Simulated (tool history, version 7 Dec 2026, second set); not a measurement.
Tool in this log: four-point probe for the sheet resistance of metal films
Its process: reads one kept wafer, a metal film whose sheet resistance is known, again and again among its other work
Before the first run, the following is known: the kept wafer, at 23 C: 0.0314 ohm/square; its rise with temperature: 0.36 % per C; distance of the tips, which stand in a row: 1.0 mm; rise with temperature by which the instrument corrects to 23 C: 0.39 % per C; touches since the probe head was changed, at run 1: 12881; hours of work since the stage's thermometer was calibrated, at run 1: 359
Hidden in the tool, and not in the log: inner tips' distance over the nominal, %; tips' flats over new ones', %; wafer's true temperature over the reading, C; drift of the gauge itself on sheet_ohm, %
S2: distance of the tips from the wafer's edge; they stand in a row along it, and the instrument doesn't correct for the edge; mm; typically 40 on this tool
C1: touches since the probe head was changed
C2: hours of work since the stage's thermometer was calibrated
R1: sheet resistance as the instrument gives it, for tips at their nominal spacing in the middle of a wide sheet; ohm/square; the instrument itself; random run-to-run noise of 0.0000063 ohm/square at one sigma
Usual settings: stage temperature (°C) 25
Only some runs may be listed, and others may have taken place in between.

Run 1, hour 0: usual settings; C1 12881; C2 359. Result: R1 0.031343 ohm/square.
Run 2, hour 87.3: usual settings but S2 3 mm; C1 14496; C2 403. Result: R1 0.033096 ohm/square.
Run 3, hour 176.1: usual settings but stage temperature (°C) 23; C1 16140; C2 449. Result: R1 0.031352 ohm/square.
Run 4, hour 234.8: usual settings but stage temperature (°C) 18; C1 17228; C2 479. Result: R1 0.031404 ohm/square.
Run 5, hour 303.3: usual settings but stage temperature (°C) 30; C1 18496; C2 515. Result: R1 0.031281 ohm/square.
Run 6, hour 348.7: usual settings but stage temperature (°C) 23; C1 19337; C2 538. Result: R1 0.031353 ohm/square.
Run 7, hour 434.5: usual settings but stage temperature (°C) 23, S2 17 mm; C1 20923; C2 582. Result: R1 0.031402 ohm/square.
Run 8, hour 530.7: usual settings but stage temperature (°C) 23, S2 17 mm; C1 22705; C2 632. Result: R1 0.031407 ohm/square.
Run 9, hour 621.7: usual settings but S2 3 mm; C1 24390; C2 679. Result: R1 0.033083 ohm/square.
Run 10, hour 724.5: usual settings but S2 3 mm; C1 26292; C2 732. Result: R1 0.033079 ohm/square.
Run 11, hour 774.9: usual settings but S2 3 mm; C1 27226; C2 758. Result: R1 0.033066 ohm/square.
Run 12, hour 840.1: usual settings but S2 5 mm; C1 28432; C2 791. Result: R1 0.031971 ohm/square.
Run 13, hour 897.7: usual settings but S2 46 mm; C1 29499; C2 821. Result: R1 0.031311 ohm/square.
Run 14, hour 961.6: usual settings but S2 46 mm; C1 30682; C2 854. Result: R1 0.031309 ohm/square.
Run 15, hour 1019.9: usual settings but S2 46 mm; C1 31761; C2 884. Result: R1 0.031324 ohm/square.
Run 16, hour 1107.1: usual settings but stage temperature (°C) 26, S2 8 mm; C1 33375; C2 929. Result: R1 0.031552 ohm/square.
Run 17, hour 1153.7: usual settings but stage temperature (°C) 26, S2 8 mm; C1 34237; C2 953. Result: R1 0.031556 ohm/square.
Run 18, hour 1240.8: usual settings but stage temperature (°C) 28, S2 5 mm; C1 35850; C2 998. Result: R1 0.031927 ohm/square.
Run 19, hour 1343.2: usual settings but stage temperature (°C) 30, S2 57 mm; C1 37744; C2 1051. Result: R1 0.031263 ohm/square.
At hour 1351.7: stage's thermometer calibrated.
Run 20, hour 1415.3: usual settings but S2 4 mm; C1 39071; C2 33. Result: R1 0.032294 ohm/square.
Run 21, hour 1488.8: usual settings but S2 4 mm; C1 40432; C2 71. Result: R1 0.032306 ohm/square.
Run 22, hour 1547.9: usual settings but stage temperature (°C) 33, S2 3 mm; C1 41525; C2 101. Result: R1 0.032961 ohm/square.
Run 23, hour 1632.2: usual settings but stage temperature (°C) 27, S2 58 mm; C1 43086; C2 145. Result: R1 0.031264 ohm/square.
At hour 1660.9: stage's thermometer calibrated, once more.
Run 24, hour 1715.5: usual settings but stage temperature (°C) 35, S2 7 mm; C1 44618; C2 28. Result: R1 0.031562 ohm/square.
Run 25, hour 1760.3: usual settings but stage temperature (°C) 29, S2 73 mm; C1 45447; C2 51. Result: R1 0.031275 ohm/square.
Run 26, hour 1825.8: usual settings but stage temperature (°C) 29, S2 73 mm; C1 46661; C2 85. Result: R1 0.031271 ohm/square.
Run 27, hour 1902.8: usual settings but S2 6 mm; C1 48086; C2 125. Result: R1 0.031768 ohm/square.
Run 28, hour 1994.4: usual settings but S2 25 mm; C1 49781; C2 172. Result: R1 0.031329 ohm/square.
Run 29, hour 2050.1: usual settings but stage temperature (°C) 32, S2 11 mm; C1 50813; C2 201. Result: R1 0.03137 ohm/square.

Entry by entry between the runs, the difference in hidden state between the last listed run before and the first listed run after:
Runs 19 to 20: stage's thermometer calibrated (hour 1351.7)
  inner tips' distance over the nominal, %: -0.179 -> -0.183; tips' flats over new ones', %: 32 -> 33; wafer's true temperature over the reading, C: -0.24 -> -0.28
  measured less the result without the state, R1: -0.000088 -> -0.000096 ohm/square
Runs 23 to 24: stage's thermometer calibrated, once more (hour 1660.9)
  inner tips' distance over the nominal, %: -0.194 -> -0.199; tips' flats over new ones', %: 37 -> 38; wafer's true temperature over the reading, C: -0.31 -> -0.01
  measured less the result without the state, R1: -0.0001 -> -0.000069 ohm/square

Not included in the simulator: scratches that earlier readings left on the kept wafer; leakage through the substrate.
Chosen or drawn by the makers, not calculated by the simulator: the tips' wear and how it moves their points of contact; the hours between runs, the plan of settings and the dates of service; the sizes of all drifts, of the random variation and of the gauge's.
